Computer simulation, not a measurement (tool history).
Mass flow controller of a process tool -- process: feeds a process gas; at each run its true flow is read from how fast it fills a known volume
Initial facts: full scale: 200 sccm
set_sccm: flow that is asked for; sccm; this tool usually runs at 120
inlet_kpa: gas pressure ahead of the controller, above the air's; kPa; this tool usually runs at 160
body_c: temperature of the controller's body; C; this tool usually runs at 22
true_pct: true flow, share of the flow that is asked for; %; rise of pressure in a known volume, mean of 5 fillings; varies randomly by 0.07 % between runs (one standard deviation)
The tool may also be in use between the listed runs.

{"run": 1, "day": 0.0, "set_sccm": 120, "inlet_kpa": 160, "body_c": 22, "true_pct": 101.98}
{"run": 2, "day": 19.358, "set_sccm": 120, "inlet_kpa": 160, "body_c": 22, "true_pct": 102.02}
{"run": 3, "day": 36.921, "set_sccm": 120, "inlet_kpa": 160, "body_c": 22, "true_pct": 102.15}
{"run": 4, "day": 55.762, "set_sccm": 44, "inlet_kpa": 160, "body_c": 22, "true_pct": 102.28}
{"run": 5, "day": 69.642, "set_sccm": 120, "inlet_kpa": 160, "body_c": 22, "true_pct": 102.48}
{"run": 6, "day": 84.708, "set_sccm": 30, "inlet_kpa": 160, "body_c": 22, "true_pct": 103.41}
{"run": 7, "day": 93.529, "set_sccm": 30, "inlet_kpa": 160, "body_c": 22, "true_pct": 103.36}
{"run": 8, "day": 106.329, "set_sccm": 30, "inlet_kpa": 160, "body_c": 22, "true_pct": 103.6}
{"run": 9, "day": 120.962, "set_sccm": 100, "inlet_kpa": 160, "body_c": 22, "true_pct": 102.35}
{"run": 10, "day": 138.012, "set_sccm": 100, "inlet_kpa": 160, "body_c": 22, "true_pct": 102.56}
{"run": 11, "day": 154.533, "set_sccm": 120, "inlet_kpa": 160, "body_c": 34, "true_pct": 103.29}
{"run": 12, "day": 168.633, "set_sccm": 114, "inlet_kpa": 160, "body_c": 22, "true_pct": 102.97}
{"run": 13, "day": 185.975, "set_sccm": 114, "inlet_kpa": 160, "body_c": 22, "true_pct": 103.01}
{"run": 14, "day": 203.746, "set_sccm": 114, "inlet_kpa": 160, "body_c": 22, "true_pct": 103.09}
{"run": 15, "day": 213.275, "set_sccm": 22, "inlet_kpa": 160, "body_c": 22, "true_pct": 105.88}
{"run": 16, "day": 229.012, "set_sccm": 165, "inlet_kpa": 160, "body_c": 22, "true_pct": 103.66}
{"run": 17, "day": 237.958, "set_sccm": 120, "inlet_kpa": 160, "body_c": 22, "true_pct": 103.18}
{"run": 18, "day": 251.488, "set_sccm": 120, "inlet_kpa": 160, "body_c": 22, "true_pct": 103.44}
{"run": 19, "day": 265.804, "set_sccm": 120, "inlet_kpa": 218, "body_c": 22, "true_pct": 103.73}
{"run": 20, "day": 274.233, "set_sccm": 120, "inlet_kpa": 218, "body_c": 22, "true_pct": 103.86}
{"run": 21, "day": 289.854, "set_sccm": 80, "inlet_kpa": 160, "body_c": 22, "true_pct": 103.43}
{"run": 22, "day": 300.062, "set_sccm": 22, "inlet_kpa": 177, "body_c": 34, "true_pct": 107.53}
{"run": 23, "day": 308.742, "set_sccm": 51, "inlet_kpa": 192, "body_c": 25, "true_pct": 104.34}
{"run": 24, "day": 324.0, "set_sccm": 129, "inlet_kpa": 160, "body_c": 22, "true_pct": 103.88}
{"run": 25, "day": 335.567, "set_sccm": 129, "inlet_kpa": 160, "body_c": 22, "true_pct": 104.07}
{"run": 26, "day": 348.108, "set_sccm": 48, "inlet_kpa": 173, "body_c": 21, "true_pct": 104.43}
{"run": 27, "day": 359.662, "set_sccm": 48, "inlet_kpa": 173, "body_c": 21, "true_pct": 104.42}
{"run": 28, "day": 370.983, "set_sccm": 48, "inlet_kpa": 173, "body_c": 21, "true_pct": 104.59}
{"day": 375.542, "done": "controller exchanged for a calibrated one"}
{"run": 29, "day": 382.592, "set_sccm": 22, "inlet_kpa": 180, "body_c": 26, "true_pct": 97.78}
{"run": 30, "day": 399.938, "set_sccm": 22, "inlet_kpa": 180, "body_c": 26, "true_pct": 97.87}
{"run": 31, "day": 415.642, "set_sccm": 120, "inlet_kpa": 160, "body_c": 36, "true_pct": 99.4}
{"run": 32, "day": 429.908, "set_sccm": 25, "inlet_kpa": 180, "body_c": 27, "true_pct": 98.23}
{"run": 33, "day": 441.358, "set_sccm": 25, "inlet_kpa": 180, "body_c": 27, "true_pct": 98.35}
{"run": 34, "day": 457.671, "set_sccm": 74, "inlet_kpa": 180, "body_c": 28, "true_pct": 98.62}
{"run": 35, "day": 470.058, "set_sccm": 74, "inlet_kpa": 180, "body_c": 28, "true_pct": 98.79}
{"run": 36, "day": 480.825, "set_sccm": 35, "inlet_kpa": 157, "body_c": 34, "true_pct": 98.83}
{"run": 37, "day": 491.367, "set_sccm": 150, "inlet_kpa": 160, "body_c": 29, "true_pct": 99.93}
{"run": 38, "day": 508.733, "set_sccm": 150, "inlet_kpa": 160, "body_c": 29, "true_pct": 100.06}
{"run": 39, "day": 522.283, "set_sccm": 120, "inlet_kpa": 269, "body_c": 26, "true_pct": 100.06}
{"run": 40, "day": 536.283, "set_sccm": 120, "inlet_kpa": 269, "body_c": 31, "true_pct": 100.54}
{"run": 41, "day": 547.583, "set_sccm": 120, "inlet_kpa": 269, "body_c": 31, "true_pct": 100.53}

For some of the steps in true_pct from one run to the next: how much would appear even if the tool had no hidden state, given the settings, what came in and random variation, and how much remains for the hidden state plus any gauge scatter that the measured result and the result without hidden state don't share?
The tool's hidden condition here consists of: flow at rest that the sensor doesn't see, % of full scale; true flow over the shown one, %; drift of the gauge itself on true_pct, %.
Run 14 -> 15: set_sccm 114 -> 22. true_pct +2.79 %: hidden state +4.36, all else -1.57.
Run 15 -> 16: set_sccm 22 -> 165. true_pct -2.22 %: hidden state -4.54, all else +2.32.
Run 21 -> 22: set_sccm 80 -> 22, inlet_kpa 160 -> 177, body_c 22 -> 34. true_pct +4.10 %: hidden state +4.29, all else -0.19.
Run 22 -> 23: set_sccm 22 -> 51, inlet_kpa 177 -> 192, body_c 34 -> 25. true_pct -3.19 %: hidden state -3.26, all else +0.07.
Run 28 -> 29: set_sccm 48 -> 22, inlet_kpa 173 -> 180, body_c 21 -> 26, controller exchanged for a calibrated one. true_pct -6.81 %: hidden state -6.76, all else -0.05.
